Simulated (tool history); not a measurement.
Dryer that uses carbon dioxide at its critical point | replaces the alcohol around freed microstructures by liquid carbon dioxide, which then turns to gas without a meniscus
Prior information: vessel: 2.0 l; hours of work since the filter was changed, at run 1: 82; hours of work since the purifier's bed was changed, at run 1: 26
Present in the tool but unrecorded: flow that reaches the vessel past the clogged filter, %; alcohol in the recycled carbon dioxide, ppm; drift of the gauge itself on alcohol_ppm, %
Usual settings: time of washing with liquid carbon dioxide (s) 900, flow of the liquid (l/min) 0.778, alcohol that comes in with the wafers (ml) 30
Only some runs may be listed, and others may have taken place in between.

run,day,time of washing with liquid carbon dioxide (s),flow of the liquid (l/min),alcohol that comes in with the wafers (ml),hours of work since the filter was changed,hours of work since the purifier's bed was changed,alcohol left in the vessel before it's heated (ppm by volume)
1,0.000,900,0.778,30,82,26,203
2,0.338,900,0.890,30,88,32,113
3,0.492,900,0.778,30,91,35,200
4,0.838,900,0.947,30,98,41,92
5,1.008,900,0.947,30,101,45,87
6,1.238,900,0.947,30,105,49,89
7,1.500,900,0.778,30,110,54,220
8,1.654,900,0.778,30,113,57,217
9,2.021,900,0.778,30,120,64,213
10,2.238,900,1.253,30,124,68,18
11,2.450,900,0.511,30,128,72,881
12,2.750,900,0.951,30,134,77,102
13,3.108,900,0.546,30,140,84,741
14,3.342,900,0.546,30,145,88,749
15,3.671,1080,0.778,89,151,95,293
16,3.850,1080,0.778,89,154,98,301
17,4.112,1080,0.778,89,159,103,297
18,4.312,1080,0.778,89,163,107,302
19,4.638,840,1.155,41,169,113,89
20,4.879,840,0.917,49,174,117,268
21,5.171,840,0.917,49,179,123,285
22,5.450,1140,0.778,30,184,128,90
23,5.662,720,0.778,30,188,132,564
24,5.946,840,0.778,97,194,137,1083
25,6.192,1020,0.778,38,198,142,186
26,6.408,1020,0.778,38,202,146,198
27,6.692,900,0.778,30,208,151,269

Here are 4 independent what-if runs from the current tool condition. What would each one return?
A,6.912,840,0.778,30,212,155,?
B,6.912,960,0.631,20,212,155,?
C,6.912,900,0.796,30,212,155,?
D,6.912,900,1.072,30,212,155,?

run,alcohol left in the vessel before it's heated (ppm by volume)
A,350
B,299
C,246
D,82
With the hidden condition removed and each run's random variation left untouched, the same runs would have given:
run,alcohol left in the vessel before it's heated (ppm by volume)
A,217
B,192
C,147
D,46
